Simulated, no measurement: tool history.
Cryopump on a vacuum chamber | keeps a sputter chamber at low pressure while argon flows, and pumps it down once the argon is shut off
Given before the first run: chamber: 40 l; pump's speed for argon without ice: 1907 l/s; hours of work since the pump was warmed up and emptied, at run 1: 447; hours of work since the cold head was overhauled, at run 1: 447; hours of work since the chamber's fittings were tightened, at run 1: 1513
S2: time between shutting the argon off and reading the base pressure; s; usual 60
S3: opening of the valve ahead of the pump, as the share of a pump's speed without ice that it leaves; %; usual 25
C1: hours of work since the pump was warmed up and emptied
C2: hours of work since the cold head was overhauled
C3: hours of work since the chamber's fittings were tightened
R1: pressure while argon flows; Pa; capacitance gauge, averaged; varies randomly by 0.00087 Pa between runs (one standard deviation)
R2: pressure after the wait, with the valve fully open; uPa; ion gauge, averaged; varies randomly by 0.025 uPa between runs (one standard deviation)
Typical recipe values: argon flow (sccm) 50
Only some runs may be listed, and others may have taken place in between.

Run 1, hour 0.0: usual settings; C1 447; C2 447; C3 1513. Result: R1 0.1836 Pa, R2 1.93 uPa.
Run 2, hour 49.8: usual settings; C1 475; C2 475; C3 1541. Result: R1 0.1831 Pa, R2 1.92 uPa.
Run 3, hour 112.2: usual settings; C1 511; C2 511; C3 1577. Result: R1 0.1839 Pa, R2 1.94 uPa.
Run 4, hour 158.6: usual settings but S3 44 %; C1 537; C2 537; C3 1603. Result: R1 0.1065 Pa, R2 2.05 uPa.
Run 5, hour 227.1: usual settings; C1 576; C2 576; C3 1642. Result: R1 0.1853 Pa, R2 2.08 uPa.
Run 6, hour 267.9: usual settings; C1 599; C2 599; C3 1665. Result: R1 0.1846 Pa, R2 2.10 uPa.
Run 7, hour 313.8: usual settings; C1 625; C2 625; C3 1691. Result: R1 0.1855 Pa, R2 2.01 uPa.
Run 8, hour 357.0: usual settings but S3 15 %; C1 649; C2 649; C3 1716. Result: R1 0.3019 Pa, R2 2.09 uPa.
Run 9, hour 411.2: usual settings but S3 15 %; C1 680; C2 680; C3 1746. Result: R1 0.3021 Pa, R2 2.08 uPa.
Run 10, hour 462.6: usual settings but S3 15 %; C1 709; C2 709; C3 1776. Result: R1 0.3031 Pa, R2 2.20 uPa.
Run 11, hour 525.1: usual settings but argon flow (sccm) 33, S2 38 s, S3 53 %; C1 745; C2 745; C3 1811. Result: R1 0.0616 Pa, R2 2.61 uPa.
Run 12, hour 573.8: usual settings but argon flow (sccm) 28, S2 63 s; C1 772; C2 772; C3 1839. Result: R1 0.1047 Pa, R2 2.10 uPa.
Run 13, hour 604.2: usual settings but argon flow (sccm) 28, S2 37 s, S3 15 %; C1 789; C2 789; C3 1856. Result: R1 0.1724 Pa, R2 2.72 uPa.
Run 14, hour 662.7: usual settings but argon flow (sccm) 28, S2 37 s, S3 57 %; C1 823; C2 823; C3 1889. Result: R1 0.0495 Pa, R2 2.82 uPa.
Run 15, hour 707.0: usual settings but S2 54 s; C1 848; C2 848; C3 1914. Result: R1 0.1886 Pa, R2 2.36 uPa.
At hour 724.9: pump warmed up, emptied and cooled again.
Run 16, hour 749.3: usual settings but argon flow (sccm) 36, S2 23 s, S3 16 %; C1 14; C2 869; C3 1935. Result: R1 0.2001 Pa, R2 3.43 uPa.
Run 17, hour 797.8: usual settings but argon flow (sccm) 25; C1 41; C2 896; C3 1963. Result: R1 0.0901 Pa, R2 2.10 uPa.
Run 18, hour 864.4: usual settings but argon flow (sccm) 94; C1 79; C2 934; C3 2001. Result: R1 0.3365 Pa, R2 1.98 uPa.
Run 19, hour 926.4: usual settings but argon flow (sccm) 94; C1 114; C2 969; C3 2036. Result: R1 0.3365 Pa, R2 2.09 uPa.

What will run 20 give?
Run 20, hour 979.4: usual settings but argon flow (sccm) 36, S2 285 s, S3 26 %; C1 144; C2 999; C3 2066. Result: R1 ?, R2 ?.

R1: 0.1242 Pa
R2: 1.50 uPa
With the hidden condition absent and the run-to-run variation left alone, this run would have shown R1 0.1226 Pa, R2 0.34 uPa.
